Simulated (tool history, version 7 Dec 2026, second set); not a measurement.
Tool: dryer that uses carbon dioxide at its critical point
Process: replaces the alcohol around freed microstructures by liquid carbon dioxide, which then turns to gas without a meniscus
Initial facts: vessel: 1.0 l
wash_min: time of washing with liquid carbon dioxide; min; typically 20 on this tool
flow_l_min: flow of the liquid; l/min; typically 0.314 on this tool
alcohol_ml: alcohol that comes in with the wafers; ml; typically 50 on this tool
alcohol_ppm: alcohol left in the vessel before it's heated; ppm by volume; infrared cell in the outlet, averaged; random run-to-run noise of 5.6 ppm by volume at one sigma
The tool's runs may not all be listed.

{"run": 1, "day": 0.0, "wash_min": 20, "flow_l_min": 0.314, "alcohol_ml": 50, "alcohol_ppm": 193}
{"run": 2, "day": 1.888, "wash_min": 20, "flow_l_min": 0.314, "alcohol_ml": 50, "alcohol_ppm": 218}
{"run": 3, "day": 4.05, "wash_min": 20, "flow_l_min": 0.314, "alcohol_ml": 50, "alcohol_ppm": 230}
{"run": 4, "day": 5.592, "wash_min": 20, "flow_l_min": 0.314, "alcohol_ml": 50, "alcohol_ppm": 259}
{"run": 5, "day": 7.667, "wash_min": 20, "flow_l_min": 0.314, "alcohol_ml": 50, "alcohol_ppm": 274}
{"run": 6, "day": 9.146, "wash_min": 20, "flow_l_min": 0.314, "alcohol_ml": 50, "alcohol_ppm": 281}
{"run": 7, "day": 10.517, "wash_min": 20, "flow_l_min": 0.493, "alcohol_ml": 50, "alcohol_ppm": 73}
{"day": 12.108, "done": "inlet filter changed"}
{"run": 8, "day": 12.621, "wash_min": 20, "flow_l_min": 0.314, "alcohol_ml": 50, "alcohol_ppm": 235}

The next listed run, before its measurement:
{"run": 9, "day": 13.971, "wash_min": 14, "flow_l_min": 0.314, "alcohol_ml": 50, "alcohol_ppm": "?"}

alcohol_ppm: 1006 ppm by volume
On a tool with no hidden condition, and with the same random variation, this run would have come out at alcohol_ppm 890 ppm by volume.

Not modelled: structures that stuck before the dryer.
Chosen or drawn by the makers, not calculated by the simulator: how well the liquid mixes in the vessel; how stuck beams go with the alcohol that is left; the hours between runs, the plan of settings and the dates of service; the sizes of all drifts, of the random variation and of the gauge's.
